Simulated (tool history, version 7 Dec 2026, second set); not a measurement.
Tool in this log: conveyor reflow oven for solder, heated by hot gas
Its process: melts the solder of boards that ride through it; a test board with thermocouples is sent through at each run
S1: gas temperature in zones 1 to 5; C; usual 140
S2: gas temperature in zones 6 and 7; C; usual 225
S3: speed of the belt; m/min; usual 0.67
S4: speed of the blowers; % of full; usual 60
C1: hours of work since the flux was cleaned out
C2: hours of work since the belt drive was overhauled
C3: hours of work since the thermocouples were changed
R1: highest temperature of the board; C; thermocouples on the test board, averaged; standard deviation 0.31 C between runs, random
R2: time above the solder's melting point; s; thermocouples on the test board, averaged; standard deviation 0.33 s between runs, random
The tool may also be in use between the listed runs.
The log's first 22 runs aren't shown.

run 23 hour=156.3 | S1=140 S2=219 S3=0.67 S4=63 | C1=25 C2=259 C3=531 | R1=203.6 R2=36.5
run 24 hour=160.9 | S1=136 S2=217 S3=0.557 S4=54 | C1=28 C2=263 C3=534 | R1=203.8 R2=42.8
run 25 hour=167.1 | S1=140 S2=232 S3=0.695 S4=60 | C1=33 C2=267 C3=539 | R1=211.6 R2=42
run 26 hour=173.8 | S1=140 S2=223 S3=0.695 S4=70 | C1=38 C2=272 C3=543 | R1=206.9 R2=39.4
run 27 hour=181.9 | S1=140 S2=225 S3=0.678 S4=74 | C1=44 C2=278 C3=549 | R1=210.6 R2=43.1
run 28 hour=187.4 | S1=127 S2=223 S3=0.646 S4=74 | C1=48 C2=282 C3=553 | R1=208.5 R2=40.1
run 29 hour=194 | S1=140 S2=223 S3=0.736 S4=60 | C1=53 C2=287 C3=558 | R1=202.3 R2=30.9
run 30 hour=200.8 | S1=139 S2=225 S3=0.682 S4=61 | C1=58 C2=292 C3=563 | R1=206.9 R2=38.4

Consider 5 possible next runs. They are alternatives, not a sequence: every one starts from the tool as it was left by run 30. What does each give?
run A hour=206.3 | S1=128 S2=227 S3=0.564 S4=61 | C1=62 C2=296 C3=567 | R1=? R2=?
run B hour=206.3 | S1=139 S2=225 S3=0.677 S4=90 | C1=62 C2=296 C3=567 | R1=? R2=?
run C hour=206.3 | S1=153 S2=225 S3=0.761 S4=60 | C1=62 C2=296 C3=567 | R1=? R2=?
run D hour=206.3 | S1=128 S2=230 S3=0.682 S4=61 | C1=62 C2=296 C3=567 | R1=? R2=?
run E hour=206.3 | S1=128 S2=225 S3=0.661 S4=61 | C1=62 C2=296 C3=567 | R1=? R2=?

run=A R1=212 R2=50
run=B R1=213.2 R2=46.6
run=C R1=206.2 R2=37.4
run=D R1=208.1 R2=37.2
run=E R1=205.5 R2=36.1
Without the tool's unlogged condition, the same runs would have read:
run=A R1=213.3 R2=50.7
run=B R1=214.6 R2=47.2
run=C R1=207.4 R2=38.1
run=D R1=209.4 R2=38
run=E R1=206.7 R2=37.1
